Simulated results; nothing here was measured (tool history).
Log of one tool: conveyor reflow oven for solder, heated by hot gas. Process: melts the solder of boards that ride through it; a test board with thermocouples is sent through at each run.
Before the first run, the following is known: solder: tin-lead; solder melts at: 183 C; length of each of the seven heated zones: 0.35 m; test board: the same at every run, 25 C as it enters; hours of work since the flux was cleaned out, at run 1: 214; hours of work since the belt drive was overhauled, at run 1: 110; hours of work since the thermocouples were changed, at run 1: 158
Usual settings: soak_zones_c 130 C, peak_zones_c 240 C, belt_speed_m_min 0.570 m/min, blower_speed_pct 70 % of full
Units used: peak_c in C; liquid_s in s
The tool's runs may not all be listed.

| run | hour | soak_zones_c | peak_zones_c | belt_speed_m_min | blower_speed_pct | hours of work since the flux was cleaned out | hours of work since the belt drive was overhauled | hours of work since the thermocouples were changed | peak_c | liquid_s |
|---|---|---|---|---|---|---|---|---|---|---|
| 1 | 0.0 | 130 | 240 | 0.570 | 70 | 214 | 110 | 158 | 213.1 | 47.9 |
| 2 | 8.3 | 130 | 240 | 0.570 | 70 | 219 | 115 | 164 | 213.2 | 47.7 |
| 3 | 15.4 | 130 | 240 | 0.570 | 62 | 224 | 120 | 168 | 210.3 | 44.3 |
| 4 | 23.8 | 130 | 240 | 0.570 | 70 | 229 | 125 | 174 | 213.8 | 48.2 |
| 5 | 30.7 | 130 | 240 | 0.475 | 70 | 234 | 130 | 178 | 220.5 | 65.6 |
| 6 | 38.7 | 130 | 240 | 0.570 | 62 | 239 | 135 | 184 | 210.1 | 44.5 |
| 7 | 43.3 | 130 | 229 | 0.570 | 70 | 242 | 138 | 187 | 204.1 | 39.0 |
| 8 | 50.8 | 130 | 229 | 0.570 | 70 | 247 | 143 | 191 | 204.7 | 38.4 |
| 9 | 55.9 | 130 | 229 | 0.570 | 70 | 251 | 147 | 195 | 204.1 | 38.9 |
| 10 | 59.6 | 130 | 229 | 0.570 | 70 | 253 | 149 | 197 | 203.8 | 39.0 |
| 11 | 65.9 | 130 | 229 | 0.570 | 62 | 257 | 153 | 201 | 201.5 | 34.8 |
|  | 71.6 | flux residue cleaned out of gas plates and filters |
| 12 | 77.1 | 130 | 229 | 0.570 | 62 | 4 | 157 | 205 | 201.2 | 34.5 |
| 13 | 85.4 | 130 | 229 | 0.570 | 62 | 9 | 163 | 211 | 200.7 | 34.0 |
| 14 | 93.9 | 130 | 229 | 0.570 | 62 | 15 | 168 | 217 | 201.0 | 33.9 |
| 15 | 99.4 | 130 | 229 | 0.570 | 62 | 18 | 172 | 220 | 200.8 | 34.4 |
|  | 111.8 | flux residue cleaned out of gas plates and filters, once more |
| 16 | 111.8 | 130 | 246 | 0.594 | 62 | 0 | 177 | 225 | 215.1 | 47.3 |
| 17 | 119.7 | 144 | 245 | 0.587 | 52 | 5 | 182 | 230 | 213.5 | 50.8 |
| 18 | 124.0 | 143 | 243 | 0.587 | 80 | 8 | 185 | 233 | 222.4 | 58.4 |
| 19 | 128.7 | 117 | 240 | 0.570 | 70 | 11 | 188 | 236 | 212.1 | 43.4 |
| 20 | 135.2 | 117 | 240 | 0.570 | 70 | 15 | 192 | 240 | 212.7 | 43.7 |
| 21 | 141.2 | 137 | 254 | 0.636 | 70 | 19 | 196 | 244 | 223.1 | 51.6 |
| 22 | 147.7 | 137 | 254 | 0.636 | 70 | 24 | 200 | 249 | 223.2 | 52.5 |
| 23 | 152.6 | 137 | 254 | 0.662 | 70 | 27 | 204 | 252 | 221.0 | 48.7 |
| 24 | 161.6 | 130 | 240 | 0.662 | 89 | 33 | 210 | 258 | 214.0 | 42.4 |
| 25 | 166.6 | 136 | 240 | 0.472 | 89 | 36 | 213 | 261 | 228.1 | 74.4 |
| 26 | 170.3 | 136 | 240 | 0.472 | 89 | 38 | 215 | 264 | 227.9 | 74.3 |
| 27 | 177.9 | 136 | 240 | 0.669 | 89 | 43 | 220 | 269 | 215.2 | 43.8 |
| 28 | 184.8 | 136 | 240 | 0.669 | 89 | 48 | 225 | 273 | 215.0 | 44.4 |
| 29 | 193.8 | 129 | 240 | 0.649 | 70 | 54 | 231 | 279 | 208.7 | 37.5 |
| 30 | 199.1 | 130 | 240 | 0.630 | 82 | 57 | 234 | 282 | 213.9 | 44.3 |

Predict each of these 5 candidate next runs independently; none follows another, all start after run 30:
| A | 207.1 | 130 | 231 | 0.570 | 63 | 63 | 239 | 288 | ? | ? |
| B | 207.1 | 130 | 236 | 0.630 | 82 | 63 | 239 | 288 | ? | ? |
| C | 207.1 | 139 | 240 | 0.485 | 55 | 63 | 239 | 288 | ? | ? |
| D | 207.1 | 130 | 240 | 0.479 | 58 | 63 | 239 | 288 | ? | ? |
| E | 207.1 | 119 | 253 | 0.603 | 82 | 63 | 239 | 288 | ? | ? |

| run | peak_c | liquid_s |
|---|---|---|
| A | 205.0 | 39.2 |
| B | 211.1 | 41.8 |
| C | 217.9 | 64.7 |
| D | 217.7 | 62.1 |
| E | 223.9 | 51.4 |
Without the tool's hidden state the same runs would have given:
| run | peak_c | liquid_s |
|---|---|---|
| A | 205.7 | 40.0 |
| B | 212.0 | 42.5 |
| C | 218.5 | 65.0 |
| D | 218.4 | 62.5 |
| E | 224.9 | 51.9 |

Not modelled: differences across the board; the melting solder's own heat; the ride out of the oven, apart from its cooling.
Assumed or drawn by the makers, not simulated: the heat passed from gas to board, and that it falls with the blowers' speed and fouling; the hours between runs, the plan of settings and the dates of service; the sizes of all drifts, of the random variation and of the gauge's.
